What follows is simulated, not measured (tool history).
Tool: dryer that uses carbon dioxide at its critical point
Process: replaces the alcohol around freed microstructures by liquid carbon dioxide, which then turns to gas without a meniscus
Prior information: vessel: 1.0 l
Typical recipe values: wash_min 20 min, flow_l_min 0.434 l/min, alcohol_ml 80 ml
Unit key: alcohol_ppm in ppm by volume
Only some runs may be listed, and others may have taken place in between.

| run | day | wash_min | flow_l_min | alcohol_ml | alcohol_ppm |
|---|---|---|---|---|---|
| 1 | 0 | 20 | 0.434 | 80 | 137 |
| 2 | 0.512 | 20 | 0.434 | 80 | 132 |
| 3 | 1.029 | 20 | 0.434 | 23 | 109 |
| 4 | 1.896 | 20 | 0.434 | 37 | 112 |
| 5 | 2.333 | 20 | 0.434 | 37 | 114 |
| 6 | 3.212 | 20 | 0.451 | 80 | 136 |
| 7 | 3.983 | 20 | 0.451 | 80 | 141 |
| 8 | 4.608 | 20 | 0.451 | 80 | 151 |
| 9 | 5.05 | 20 | 0.451 | 80 | 149 |
| 10 | 5.562 | 20 | 0.451 | 80 | 155 |
| 11 | 5.946 | 20 | 0.41 | 80 | 201 |
| 12 | 6.729 | 20 | 0.41 | 80 | 212 |
| 13 | 7.471 | 20 | 0.41 | 80 | 220 |
| 14 | 8.35 | 20 | 0.434 | 80 | 191 |
| 15 | 8.933 | 20 | 0.434 | 80 | 193 |
| 16 | 9.812 | 20 | 0.434 | 80 | 212 |
| 17 | 10.596 | 20 | 0.434 | 80 | 208 |
| 18 | 11.138 | 20 | 0.434 | 80 | 219 |
| 19 | 11.608 | 20 | 0.434 | 80 | 216 |
| 20 | 12.112 | 20 | 0.434 | 113 | 274 |
| 21 | 12.758 | 20 | 0.434 | 27 | 144 |
|  | 12.996 | inlet filter changed |
| 22 | 13.396 | 20 | 0.434 | 80 | 145 |
| 23 | 14.05 | 20 | 0.434 | 119 | 170 |
| 24 | 14.633 | 31 | 0.543 | 22 | 119 |
| 25 | 15.55 | 17 | 0.592 | 28 | 122 |
| 26 | 16.175 | 18 | 0.434 | 80 | 209 |
| 27 | 16.6 | 22 | 0.289 | 80 | 408 |
| 28 | 17.017 | 22 | 0.623 | 21 | 114 |
| 29 | 17.588 | 22 | 0.398 | 80 | 168 |
| 30 | 18.183 | 15 | 0.394 | 39 | 354 |
| 31 | 18.55 | 30 | 0.672 | 82 | 119 |
| 32 | 19.096 | 30 | 0.672 | 82 | 124 |
| 33 | 19.688 | 20 | 0.505 | 81 | 155 |
| 34 | 20.138 | 25 | 0.654 | 93 | 131 |
| 35 | 20.867 | 20 | 0.419 | 107 | 220 |
| 36 | 21.25 | 20 | 0.419 | 107 | 227 |
| 37 | 21.792 | 20 | 0.419 | 107 | 232 |
| 38 | 22.596 | 13 | 0.265 | 42 | 2402 |
| 39 | 23.462 | 24 | 0.611 | 23 | 140 |
| 40 | 23.992 | 24 | 0.611 | 23 | 131 |
| 41 | 24.579 | 28 | 0.284 | 23 | 166 |
| 42 | 25.017 | 28 | 0.284 | 23 | 170 |
| 43 | 25.612 | 30 | 0.284 | 71 | 203 |

What if the next run were any one of these 3? Each begins from the tool's condition after run 43:
| A | 26.242 | 20 | 0.292 | 49 | ? |
| B | 26.242 | 15 | 0.541 | 59 | ? |
| C | 26.242 | 30 | 0.41 | 116 | ? |

| run | alcohol_ppm |
|---|---|
| A | 543 |
| B | 243 |
| C | 137 |
Stripped of hidden state, with their random variation kept, the same runs would have yielded:
| run | alcohol_ppm |
|---|---|
| A | 235 |
| B | 57 |
| C | 2 |

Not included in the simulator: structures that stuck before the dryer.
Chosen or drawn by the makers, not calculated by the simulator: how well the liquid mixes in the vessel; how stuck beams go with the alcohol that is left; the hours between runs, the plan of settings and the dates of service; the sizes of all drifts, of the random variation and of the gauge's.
